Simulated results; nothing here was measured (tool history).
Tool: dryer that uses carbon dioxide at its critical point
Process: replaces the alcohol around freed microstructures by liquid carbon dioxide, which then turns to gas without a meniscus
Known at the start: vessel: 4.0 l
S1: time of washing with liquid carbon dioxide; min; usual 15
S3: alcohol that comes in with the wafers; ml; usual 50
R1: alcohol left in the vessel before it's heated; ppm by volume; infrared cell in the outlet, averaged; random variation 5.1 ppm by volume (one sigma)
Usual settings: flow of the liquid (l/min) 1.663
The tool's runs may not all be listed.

{"run": 1, "day": 0.0, "S1": 15, "flow of the liquid (l/min)": 1.663, "S3": 50, "R1": 113}
{"run": 2, "day": 1.612, "S1": 15, "flow of the liquid (l/min)": 1.663, "S3": 50, "R1": 123}
{"run": 3, "day": 2.767, "S1": 15, "flow of the liquid (l/min)": 1.663, "S3": 50, "R1": 123}
{"run": 4, "day": 4.712, "S1": 15, "flow of the liquid (l/min)": 1.663, "S3": 50, "R1": 129}
{"run": 5, "day": 6.417, "S1": 15, "flow of the liquid (l/min)": 1.663, "S3": 50, "R1": 119}
{"run": 6, "day": 8.088, "S1": 15, "flow of the liquid (l/min)": 1.663, "S3": 50, "R1": 134}
{"run": 7, "day": 9.696, "S1": 15, "flow of the liquid (l/min)": 1.663, "S3": 50, "R1": 129}
{"run": 8, "day": 11.512, "S1": 11, "flow of the liquid (l/min)": 1.663, "S3": 50, "R1": 368}
{"run": 9, "day": 12.917, "S1": 13, "flow of the liquid (l/min)": 1.663, "S3": 50, "R1": 221}
{"run": 10, "day": 14.942, "S1": 13, "flow of the liquid (l/min)": 1.663, "S3": 50, "R1": 223}
{"run": 11, "day": 17.092, "S1": 13, "flow of the liquid (l/min)": 1.663, "S3": 50, "R1": 238}
{"run": 12, "day": 19.15, "S1": 13, "flow of the liquid (l/min)": 1.663, "S3": 50, "R1": 238}
{"run": 13, "day": 20.85, "S1": 15, "flow of the liquid (l/min)": 2.15, "S3": 50, "R1": 78}
{"day": 21.062, "done": "inlet filter changed"}
{"run": 14, "day": 23.025, "S1": 15, "flow of the liquid (l/min)": 2.15, "S3": 50, "R1": 64}
{"run": 15, "day": 24.154, "S1": 15, "flow of the liquid (l/min)": 2.63, "S3": 50, "R1": 52}
{"run": 16, "day": 25.654, "S1": 13, "flow of the liquid (l/min)": 1.03, "S3": 59, "R1": 947}
{"run": 17, "day": 27.467, "S1": 13, "flow of the liquid (l/min)": 1.03, "S3": 59, "R1": 948}
{"run": 18, "day": 28.579, "S1": 13, "flow of the liquid (l/min)": 1.03, "S3": 59, "R1": 982}

5 ways to go on from here, each from the tool as it stands after run 18. What would each give?
{"run": "A", "day": 29.479, "S1": 18, "flow of the liquid (l/min)": 1.48, "S3": 59, "R1": "?"}
{"run": "B", "day": 29.479, "S1": 23, "flow of the liquid (l/min)": 1.663, "S3": 50, "R1": "?"}
{"run": "C", "day": 29.479, "S1": 21, "flow of the liquid (l/min)": 1.03, "S3": 45, "R1": "?"}
{"run": "D", "day": 29.479, "S1": 13, "flow of the liquid (l/min)": 1.27, "S3": 89, "R1": "?"}
{"run": "E", "day": 29.479, "S1": 13, "flow of the liquid (l/min)": 2.02, "S3": 58, "R1": "?"}

run=A R1=114
run=B R1=65
run=C R1=185
run=D R1=774
run=E R1=126
Without the tool's hidden state the same runs would have given:
run=A R1=57
run=B R1=13
run=C R1=125
run=D R1=685
run=E R1=69

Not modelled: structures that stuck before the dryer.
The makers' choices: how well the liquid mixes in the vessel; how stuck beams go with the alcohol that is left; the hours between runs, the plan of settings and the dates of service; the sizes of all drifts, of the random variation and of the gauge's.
